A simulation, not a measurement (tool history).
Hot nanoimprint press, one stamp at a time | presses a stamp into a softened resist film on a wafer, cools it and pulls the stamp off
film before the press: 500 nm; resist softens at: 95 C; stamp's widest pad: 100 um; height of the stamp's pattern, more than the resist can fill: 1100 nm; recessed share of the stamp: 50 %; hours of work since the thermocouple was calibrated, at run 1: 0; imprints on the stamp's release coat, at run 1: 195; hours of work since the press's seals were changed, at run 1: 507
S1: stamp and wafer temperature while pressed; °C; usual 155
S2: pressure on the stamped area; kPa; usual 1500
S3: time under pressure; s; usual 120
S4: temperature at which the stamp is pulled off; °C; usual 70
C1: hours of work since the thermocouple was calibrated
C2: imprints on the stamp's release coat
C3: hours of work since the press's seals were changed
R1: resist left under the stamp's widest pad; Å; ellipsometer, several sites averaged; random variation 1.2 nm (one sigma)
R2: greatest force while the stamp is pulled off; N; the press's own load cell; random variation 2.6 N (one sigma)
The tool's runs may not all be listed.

Run 1, hour 0.0: usual settings; C1 0; C2 195; C3 507. Result: R1 2559 Å, R2 122 N.
At hour 17.3: press's hydraulic seals changed and the load cell set to zero.
Run 2, hour 40.4: usual settings but S2 1770 kPa; C1 23; C2 328; C3 17. Result: R1 2401 Å, R2 126 N.
Run 3, hour 76.8: usual settings; C1 50; C2 477; C3 43. Result: R1 2550 Å, R2 119 N.
Run 4, hour 102.1: usual settings but S1 144 °C; C1 68; C2 581; C3 61. Result: R1 3876 Å, R2 125 N.
Run 5, hour 127.4: usual settings but S1 149 °C; C1 86; C2 685; C3 79. Result: R1 3285 Å, R2 123 N.
Run 6, hour 155.9: usual settings but S1 149 °C; C1 107; C2 802; C3 100. Result: R1 3277 Å, R2 123 N.
At hour 174.3: stamp cleaned and given a new release coat.
Run 7, hour 202.9: usual settings but S1 149 °C; C1 136; C2 117; C3 130. Result: R1 3305 Å, R2 118 N.
Run 8, hour 223.5: usual settings but S1 149 °C, S2 1770 kPa; C1 151; C2 201; C3 144. Result: R1 3117 Å, R2 119 N.
Run 9, hour 266.7: usual settings; C1 182; C2 379; C3 176. Result: R1 2552 Å, R2 121 N.
Run 10, hour 298.9: usual settings; C1 206; C2 511; C3 199. Result: R1 2554 Å, R2 119 N.
Run 11, hour 335.2: usual settings; C1 232; C2 660; C3 225. Result: R1 2562 Å, R2 124 N.
Run 12, hour 364.8: usual settings; C1 253; C2 781; C3 246. Result: R1 2555 Å, R2 121 N.
At hour 389.1: stamp cleaned and given a new release coat.
Run 13, hour 391.9: usual settings; C1 268; C2 11; C3 262. Result: R1 2556 Å, R2 118 N.
Run 14, hour 419.8: usual settings; C1 288; C2 125; C3 282. Result: R1 2592 Å, R2 121 N.
Run 15, hour 438.0: usual settings; C1 302; C2 200; C3 295. Result: R1 2578 Å, R2 120 N.
Run 16, hour 461.4: usual settings; C1 318; C2 296; C3 312. Result: R1 2552 Å, R2 122 N.
Run 17, hour 500.0: usual settings but S1 151 °C, S2 2020 kPa; C1 346; C2 454; C3 340. Result: R1 2733 Å, R2 126 N.
Run 18, hour 527.9: usual settings but S1 151 °C, S2 970 kPa, S3 109 s, S4 67 °C; C1 366; C2 569; C3 360. Result: R1 3535 Å, R2 130 N.
Run 19, hour 551.2: usual settings but S1 151 °C, S2 970 kPa, S3 173 s, S4 67 °C; C1 383; C2 665; C3 377. Result: R1 3140 Å, R2 126 N.
Run 20, hour 580.5: usual settings but S2 2360 kPa; C1 404; C2 785; C3 398. Result: R1 2127 Å, R2 123 N.
At hour 604.7: stamp cleaned and given a new release coat.
Run 21, hour 604.9: usual settings but S1 158 °C, S3 88 s, S4 73 °C; C1 418; C2 1; C3 411. Result: R1 2523 Å, R2 115 N.
Run 22, hour 642.4: usual settings but S2 1950 kPa, S3 109 s, S4 62 °C; C1 445; C2 154; C3 438. Result: R1 2394 Å, R2 131 N.
Run 23, hour 683.3: usual settings but S2 1010 kPa, S3 63 s, S4 68 °C; C1 474; C2 322; C3 468. Result: R1 3566 Å, R2 122 N.
Run 24, hour 706.7: usual settings but S2 1010 kPa, S3 63 s, S4 68 °C; C1 491; C2 418; C3 484. Result: R1 3541 Å, R2 123 N.
At hour 731.1: plate thermocouple calibrated.
Run 25, hour 747.0: usual settings but S2 900 kPa, S3 211 s; C1 11; C2 571; C3 511. Result: R1 2524 Å, R2 121 N.
At hour 758.9: press's hydraulic seals changed and the load cell set to zero.
Run 26, hour 791.2: usual settings but S2 900 kPa, S3 211 s; C1 38; C2 720; C3 23. Result: R1 2530 Å, R2 121 N.
Run 27, hour 821.8: usual settings but S1 152 °C, S2 1700 kPa; C1 60; C2 845; C3 45. Result: R1 2765 Å, R2 123 N.
At hour 831.5: stamp cleaned and given a new release coat.
Run 28, hour 858.5: usual settings but S2 1430 kPa, S3 77 s, S4 74 °C; C1 82; C2 110; C3 68. Result: R1 3015 Å, R2 113 N.
Run 29, hour 880.0: usual settings but S2 1430 kPa, S3 77 s, S4 74 °C; C1 97; C2 199; C3 83. Result: R1 3020 Å, R2 115 N.

3 ways to go on from here, each from the tool as it stands after run 29. What would each give?
Run A, hour 907.0: usual settings but S1 150 °C, S2 1430 kPa, S3 77 s, S4 73 °C; C1 117; C2 310; C3 103. Result: R1 ?, R2 ?.
Run B, hour 907.0: usual settings but S1 156 °C, S2 1140 kPa, S3 77 s, S4 63 °C; C1 117; C2 310; C3 103. Result: R1 ?, R2 ?.
Run C, hour 907.0: usual settings but S1 149 °C, S2 1730 kPa, S3 77 s, S4 64 °C; C1 117; C2 310; C3 103. Result: R1 ?, R2 ?.

run    R1   R2
  A  3596  119
  B  3114  130
  C  3539  128
Without the tool's hidden state the same runs would have given:
run    R1   R2
  A  3598  118
  B  3116  129
  C  3541  128
